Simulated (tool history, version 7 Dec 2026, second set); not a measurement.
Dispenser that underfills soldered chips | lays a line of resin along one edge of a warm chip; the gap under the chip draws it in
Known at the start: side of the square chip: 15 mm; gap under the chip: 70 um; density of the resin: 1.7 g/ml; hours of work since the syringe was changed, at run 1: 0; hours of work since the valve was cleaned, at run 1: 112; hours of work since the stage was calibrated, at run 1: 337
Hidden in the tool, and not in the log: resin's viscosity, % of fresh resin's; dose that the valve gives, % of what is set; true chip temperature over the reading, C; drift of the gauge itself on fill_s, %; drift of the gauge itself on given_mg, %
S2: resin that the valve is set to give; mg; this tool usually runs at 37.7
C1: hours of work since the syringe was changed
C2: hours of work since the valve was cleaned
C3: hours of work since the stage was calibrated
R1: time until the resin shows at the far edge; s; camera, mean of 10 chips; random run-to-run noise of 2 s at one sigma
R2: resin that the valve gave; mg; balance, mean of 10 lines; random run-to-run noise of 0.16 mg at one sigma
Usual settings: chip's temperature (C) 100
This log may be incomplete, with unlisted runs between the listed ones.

run 1 day=0 | chip's_temperature_(C)=100 S2=37.7 | C1=0 C2=112 C3=337 | R1=216.8 R2=34.65
-- day=0.358 dispensing valve cleaned and set on the balance
run 2 day=0.4 | chip's_temperature_(C)=100 S2=37.7 | C1=7 C2=1 C3=343 | R1=298.6 R2=37.66
-- day=0.55 new syringe of resin
run 3 day=0.746 | chip's_temperature_(C)=100 S2=37.7 | C1=4 C2=7 C3=349 | R1=252.7 R2=37.52
-- day=1.067 new syringe of resin
run 4 day=1.275 | chip's_temperature_(C)=100 S2=37.7 | C1=4 C2=17 C3=359 | R1=262.4 R2=37.31
-- day=1.575 new syringe of resin
run 5 day=1.654 | chip's_temperature_(C)=110 S2=37.7 | C1=2 C2=23 C3=366 | R1=167.4 R2=37.22
run 6 day=1.979 | chip's_temperature_(C)=110 S2=37.7 | C1=8 C2=30 C3=372 | R1=229.7 R2=36.9
-- day=2.1 new syringe of resin
run 7 day=2.383 | chip's_temperature_(C)=110 S2=37.7 | C1=5 C2=37 C3=379 | R1=202.9 R2=36.57
-- day=2.617 new syringe of resin
run 8 day=2.746 | chip's_temperature_(C)=110 S2=37.4 | C1=2 C2=43 C3=386 | R1=172.2 R2=36.16
run 9 day=3.062 | chip's_temperature_(C)=110 S2=37.4 | C1=8 C2=49 C3=392 | R1=234.9 R2=36.39
-- day=3.142 new syringe of resin
run 10 day=3.375 | chip's_temperature_(C)=100 S2=37.7 | C1=4 C2=55 C3=397 | R1=268.4 R2=36.12
run 11 day=3.608 | chip's_temperature_(C)=100 S2=37.7 | C1=9 C2=59 C3=402 | R1=342.5 R2=35.92
-- day=3.654 new syringe of resin
-- day=4.167 new syringe of resin
run 12 day=4.167 | chip's_temperature_(C)=100 S2=37.7 | C1=0 C2=69 C3=412 | R1=222 R2=35.84
run 13 day=4.542 | chip's_temperature_(C)=100 S2=37.7 | C1=7 C2=76 C3=419 | R1=312.9 R2=35.48
-- day=4.7 new syringe of resin
run 14 day=4.933 | chip's_temperature_(C)=85 S2=37.7 | C1=4 C2=83 C3=426 | R1=463 R2=35.59
-- day=5.229 new syringe of resin
run 15 day=5.446 | chip's_temperature_(C)=85 S2=37.7 | C1=4 C2=93 C3=435 | R1=475.8 R2=35.67
run 16 day=5.7 | chip's_temperature_(C)=85 S2=37.7 | C1=9 C2=97 C3=440 | R1=614.1 R2=35.17
-- day=5.746 new syringe of resin
run 17 day=6.108 | chip's_temperature_(C)=85 S2=37.7 | C1=7 C2=105 C3=447 | R1=539.5 R2=34.87
-- day=6.254 new syringe of resin
run 18 day=6.467 | chip's_temperature_(C)=85 S2=37.7 | C1=4 C2=111 C3=454 | R1=451.9 R2=34.63
run 19 day=6.712 | chip's_temperature_(C)=85 S2=42.5 | C1=9 C2=116 C3=458 | R1=574.3 R2=38.92
-- day=6.779 new syringe of resin
-- day=6.875 dispensing valve cleaned and set on the balance
run 20 day=7.233 | chip's_temperature_(C)=85 S2=42.5 | C1=8 C2=7 C3=467 | R1=547.3 R2=41.98
-- day=7.321 new syringe of resin
run 21 day=7.662 | chip's_temperature_(C)=92 S2=40.9 | C1=6 C2=14 C3=475 | R1=393.1 R2=40.08
-- day=7.85 new syringe of resin
run 22 day=8.192 | chip's_temperature_(C)=92 S2=40.9 | C1=6 C2=24 C3=485 | R1=407.8 R2=39.94
-- day=8.35 new syringe of resin
run 23 day=8.758 | chip's_temperature_(C)=85 S2=46.1 | C1=8 C2=34 C3=495 | R1=548.1 R2=44.41
-- day=8.85 new syringe of resin
run 24 day=9.225 | chip's_temperature_(C)=85 S2=46.1 | C1=7 C2=43 C3=503 | R1=530.7 R2=44.07
-- day=9.371 new syringe of resin
run 25 day=9.617 | chip's_temperature_(C)=88 S2=46.3 | C1=5 C2=50 C3=510 | R1=407.4 R2=44.21
-- day=9.9 new syringe of resin
run 26 day=9.904 | chip's_temperature_(C)=99 S2=44.4 | C1=0 C2=55 C3=516 | R1=223.4 R2=42.43
run 27 day=10.238 | chip's_temperature_(C)=109 S2=44.4 | C1=6 C2=61 C3=522 | R1=226.2 R2=42.11

Forecast run 28:
-- day=10.412 new syringe of resin
run 28 day=10.567 | chip's_temperature_(C)=109 S2=44.4 | C1=3 C2=67 C3=528 | R1=? R2=?

{"run 28": {"R1": 186.3, "R2": 41.82}}
Had the tool carried no hidden state, the very same run would have given R1 139.7 s, R2 44.35 mg.
